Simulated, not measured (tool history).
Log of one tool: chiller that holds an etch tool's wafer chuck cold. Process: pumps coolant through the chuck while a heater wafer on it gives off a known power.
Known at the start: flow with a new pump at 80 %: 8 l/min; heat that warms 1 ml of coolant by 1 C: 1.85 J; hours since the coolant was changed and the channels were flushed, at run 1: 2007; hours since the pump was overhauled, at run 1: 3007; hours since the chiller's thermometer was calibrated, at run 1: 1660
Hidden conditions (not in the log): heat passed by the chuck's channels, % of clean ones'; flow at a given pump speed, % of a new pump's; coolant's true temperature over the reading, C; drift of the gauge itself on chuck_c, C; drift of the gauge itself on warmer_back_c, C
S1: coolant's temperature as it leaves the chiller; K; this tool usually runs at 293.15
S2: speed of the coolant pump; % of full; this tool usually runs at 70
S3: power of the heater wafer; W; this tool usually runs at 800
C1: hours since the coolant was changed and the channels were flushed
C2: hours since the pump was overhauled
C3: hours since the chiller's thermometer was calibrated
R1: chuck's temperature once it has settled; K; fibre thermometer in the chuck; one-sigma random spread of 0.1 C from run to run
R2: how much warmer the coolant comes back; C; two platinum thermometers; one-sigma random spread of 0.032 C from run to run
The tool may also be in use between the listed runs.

run	day	S1	S2	S3	C1	C2	C3	R1	R2
1	0	293.15	70	800	2007	3007	1660	303.45	3.96
2	2.275	293.15	70	800	2062	3062	1715	303.65	4.01
3	4.896	293.15	70	476	2125	3125	1778	299.25	2.4
4	6.283	293.15	70	476	2158	3158	1811	299.15	2.42
5	9.467	293.15	70	476	2234	3234	1887	299.15	2.35
6	11	293.15	70	476	2271	3271	1924	299.35	2.41
7	12.688	298.15	70	800	2312	3312	1965	308.85	4.02
8	14.583	297.15	80	650	2357	3357	2010	304.65	2.8
9	16.921	297.15	80	650	2413	3413	2066	304.55	2.81
10	19.771	297.15	80	650	2482	3482	2135	304.65	2.82
11	22.696	300.15	70	830	2552	3552	2205	311.35	4.26

Per-run results on a tool with no hidden state, each run keeping its own random variation:
run	R1	R2
1	302.45	3.73
2	302.65	3.77
3	298.75	2.25
4	298.65	2.27
5	298.65	2.2
6	298.85	2.26
7	307.65	3.76
8	303.85	2.61
9	303.85	2.62
10	303.85	2.63
11	309.95	3.97
